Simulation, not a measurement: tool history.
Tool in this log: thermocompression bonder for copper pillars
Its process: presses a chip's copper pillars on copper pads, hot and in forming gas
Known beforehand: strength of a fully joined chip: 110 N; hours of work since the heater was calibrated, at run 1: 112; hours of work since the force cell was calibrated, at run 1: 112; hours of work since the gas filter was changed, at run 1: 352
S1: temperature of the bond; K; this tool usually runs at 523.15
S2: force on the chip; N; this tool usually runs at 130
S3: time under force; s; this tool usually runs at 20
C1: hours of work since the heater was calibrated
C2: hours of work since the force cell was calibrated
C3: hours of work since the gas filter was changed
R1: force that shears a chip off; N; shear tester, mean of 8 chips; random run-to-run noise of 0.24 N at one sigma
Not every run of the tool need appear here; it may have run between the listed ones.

run    hour      S1   S2  S3   C1   C2   C3    R1
  1       0  523.15  130  20  112  112  352  73.2
  2    33.6  523.15  130  37  133  133  372  84.2
  3    76.6  507.15  130  37  159  159  398  75.3
  4   133.3  507.15  130  37  193  193  433  75.1
      158.9  -- forming gas filter changed
  5   172.7  523.15  130  20  217  217    8  76.7
  6   231.1  523.15  130  20  252  252   44  77.4
  7     293  523.15  130  20  290  290   81  77.2
  8   362.9  523.15  130  27  332  332  124  83.2
  9   398.3  523.15  130  27  353  353  145  82.7
 10   437.3  523.15  130  20  377  377  169  77.4
 11   509.3  523.15  130  20  421  421  212    77
 12   545.3  523.15  130  20  443  443  234  77.4
      550.9  -- force cell calibrated
 13   594.1  501.15  152  54  471   26  263  87.6
 14   668.1  523.15  143  20  516   71  308  79.9
 15   706.3  518.15   94  20  539   94  331  64.3
 16   737.9  518.15   94  20  558  113  350  63.6
      794.1  -- force cell calibrated, once more
      796.1  -- heater calibrated with a thermocouple chip
 17   809.5  515.15   94  43    8    8  391  72.1
 18   874.7  499.15  130  20   48   48  431  58.1
      901.9  -- forming gas filter changed
 19   924.8  503.15   88  27   78   78   14  57.2
 20     964  523.15  111  40  101  101   38  84.4
 21  1026.7  523.15  111  34  139  139   76  81.9
 22  1077.2  543.15  130  49  170  170  106  99.8
 23  1111.1  523.15  130  19  191  191  127  76.1

Some steps in R1, run to run, broken into two amounts with sign: the step expected even without the hidden condition (settings, incoming material, random variation), and the rest, left for the hidden condition together with whatever gauge scatter is not in both the measured and the hidden-condition-free result:
What the log doesn't record here: true temperature of the bond over the reading, C; force that reaches the chip, % of what is set; oxide that the forming gas leaves, % of the face; drift of the gauge itself on shear_n, %.
Run 4 -> 5: S1 507.15 -> 523.15, S3 37 -> 20, forming gas filter changed. R1 +1.6 N: hidden state +4.1, all else -2.5.
Run 16 -> 17: S1 518.15 -> 515.15, S3 20 -> 43, force cell calibrated, once more, heater calibrated with a thermocouple chip. R1 +8.5 N: hidden state -5.4, all else +13.9.
Run 19 -> 20: S1 503.15 -> 523.15, S2 88 -> 111, S3 27 -> 40. R1 +27.2 N: hidden state -0.1, all else +27.3.
Run 22 -> 23: S1 543.15 -> 523.15, S3 49 -> 19. R1 -23.7 N: hidden state +1.1, all else -24.8.
